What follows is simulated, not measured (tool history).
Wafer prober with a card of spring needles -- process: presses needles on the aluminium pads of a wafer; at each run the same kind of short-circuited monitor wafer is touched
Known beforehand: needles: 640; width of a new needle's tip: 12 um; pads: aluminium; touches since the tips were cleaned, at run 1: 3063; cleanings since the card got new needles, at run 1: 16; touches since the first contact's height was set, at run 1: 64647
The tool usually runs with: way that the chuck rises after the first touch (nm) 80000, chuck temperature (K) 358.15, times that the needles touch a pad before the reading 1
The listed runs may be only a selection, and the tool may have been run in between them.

run	day	way that the chuck rises after the first touch (nm)	chuck temperature (K)	times that the needles touch a pad before the reading	touches since the tips were cleaned	cleanings since the card got new needles	touches since the first contact's height was set	resistance of one needle with its contact and lead (mohm)	way that a needle slides on the pad (nm)
1	0.000	80000	358.15	1	3063	16	64647	188	12130
# day 0.067: tips cleaned on abrasive film
# day 0.396: tips cleaned on abrasive film
# day 0.721: tips cleaned on abrasive film
# day 0.983: tips cleaned on abrasive film
# day 1.308: tips cleaned on abrasive film
# day 1.571: tips cleaned on abrasive film
# day 1.896: tips cleaned on abrasive film
# day 2.225: tips cleaned on abrasive film
2	2.383	68000	358.15	1	1968	24	93970	184	10240
# day 2.512: tips cleaned on abrasive film
# day 2.775: tips cleaned on abrasive film
# day 3.104: tips cleaned on abrasive film
# day 3.362: tips cleaned on abrasive film
# day 3.692: tips cleaned on abrasive film
# day 3.954: tips cleaned on abrasive film
3	4.162	68000	358.15	1	2619	30	115897	193	10210
# day 4.229: tips cleaned on abrasive film
# day 4.558: tips cleaned on abrasive film
# day 4.821: tips cleaned on abrasive film
# day 5.146: tips cleaned on abrasive film
# day 5.471: tips cleaned on abrasive film
# day 5.800: tips cleaned on abrasive film
# day 6.125: tips cleaned on abrasive film
# day 6.450: tips cleaned on abrasive film
# day 6.712: tips cleaned on abrasive film
4	6.817	80000	302.15	1	1279	39	148557	162	11960
# day 7.012: tips cleaned on abrasive film
# day 7.275: tips cleaned on abrasive film
# day 7.600: tips cleaned on abrasive film
# day 7.929: tips cleaned on abrasive film
5	8.158	80000	302.15	1	2880	43	165115	177	11940
# day 8.225: tips cleaned on abrasive film
# day 8.554: tips cleaned on abrasive film
# day 8.879: tips cleaned on abrasive film
# day 9.204: tips cleaned on abrasive film
# day 9.533: tips cleaned on abrasive film
# day 9.858: tips cleaned on abrasive film
# day 10.183: tips cleaned on abrasive film
6	10.417	79000	302.15	1	2912	50	192968	177	11750
# day 10.488: tips cleaned on abrasive film
# day 10.746: tips cleaned on abrasive film
# day 11.075: tips cleaned on abrasive film
# day 11.400: tips cleaned on abrasive film
# day 11.725: tips cleaned on abrasive film
# day 11.804: height of the first contact set anew
# day 12.000: tips cleaned on abrasive film
7	12.217	80000	358.15	1	2676	56	5091	185	12170
# day 12.283: tips cleaned on abrasive film
# day 12.612: tips cleaned on abrasive film
# day 12.938: tips cleaned on abrasive film
# day 13.262: tips cleaned on abrasive film
# day 13.588: tips cleaned on abrasive film
# day 13.917: tips cleaned on abrasive film
8	14.133	66000	312.15	1	2715	62	28725	190	10020
# day 14.200: tips cleaned on abrasive film
# day 14.462: tips cleaned on abrasive film
# day 14.792: tips cleaned on abrasive film
# day 15.117: tips cleaned on abrasive film
# day 15.442: tips cleaned on abrasive film
# day 15.704: tips cleaned on abrasive film
# day 16.029: tips cleaned on abrasive film
# day 16.358: tips cleaned on abrasive film
# day 16.617: tips cleaned on abrasive film
# day 16.946: tips cleaned on abrasive film
9	16.975	66000	312.15	1	390	72	63710	152	9960
# day 17.238: tips cleaned on abrasive film
# day 17.562: tips cleaned on abrasive film
# day 17.892: tips cleaned on abrasive film
# day 18.217: tips cleaned on abrasive film
# day 18.479: tips cleaned on abrasive film
# day 18.804: tips cleaned on abrasive film
10	18.908	80000	349.15	2	1303	78	87541	164	12080
# day 19.108: tips cleaned on abrasive film
# day 19.433: tips cleaned on abrasive film
# day 19.758: tips cleaned on abrasive film
# day 20.088: tips cleaned on abrasive film
# day 20.412: tips cleaned on abrasive film
# day 20.738: tips cleaned on abrasive film
# day 21.067: tips cleaned on abrasive film
# day 21.392: tips cleaned on abrasive film
# day 21.654: tips cleaned on abrasive film
# day 21.938: tips cleaned on abrasive film
11	21.938	80000	349.15	2	0	88	124836	150	12040
# day 22.262: tips cleaned on abrasive film
# day 22.592: tips cleaned on abrasive film
# day 22.917: tips cleaned on abrasive film
# day 23.242: tips cleaned on abrasive film
# day 23.504: tips cleaned on abrasive film
# day 23.829: tips cleaned on abrasive film
# day 24.158: tips cleaned on abrasive film
# day 24.421: tips cleaned on abrasive film
12	24.458	76000	300.15	1	489	96	155898	153	11360
# day 24.721: tips cleaned on abrasive film
# day 25.046: tips cleaned on abrasive film
# day 25.375: tips cleaned on abrasive film
# day 25.700: tips cleaned on abrasive film
# day 26.025: tips cleaned on abrasive film
13	26.167	76000	357.15	2	1758	101	176966	165	11350
# day 26.300: tips cleaned on abrasive film
# day 26.562: tips cleaned on abrasive film
# day 26.888: tips cleaned on abrasive film
# day 27.212: tips cleaned on abrasive film
# day 27.542: tips cleaned on abrasive film
# day 27.800: tips cleaned on abrasive film
# day 28.129: tips cleaned on abrasive film
# day 28.454: tips cleaned on abrasive film
# day 28.779: tips cleaned on abrasive film
# day 28.858: height of the first contact set anew
14	28.954	86000	374.15	1	2018	110	1213	175	13150

Per-run results on a tool with no hidden state, each run keeping its own random variation:
Hidden state present: debris on the tips, nm; way that the needles fall short of the set height, um; tips' diameter, um; drift of the gauge itself on contact_mohm, %; drift of the gauge itself on scrub_um, %.
run	resistance of one needle with its contact and lead (mohm)	way that a needle slides on the pad (nm)
1	151	12240
2	155	10400
3	155	10410
4	140	12220
5	141	12230
6	142	12080
7	152	12170
8	147	10070
9	142	10070
10	152	12230
11	149	12260
12	141	11630
13	153	11650
14	154	13150
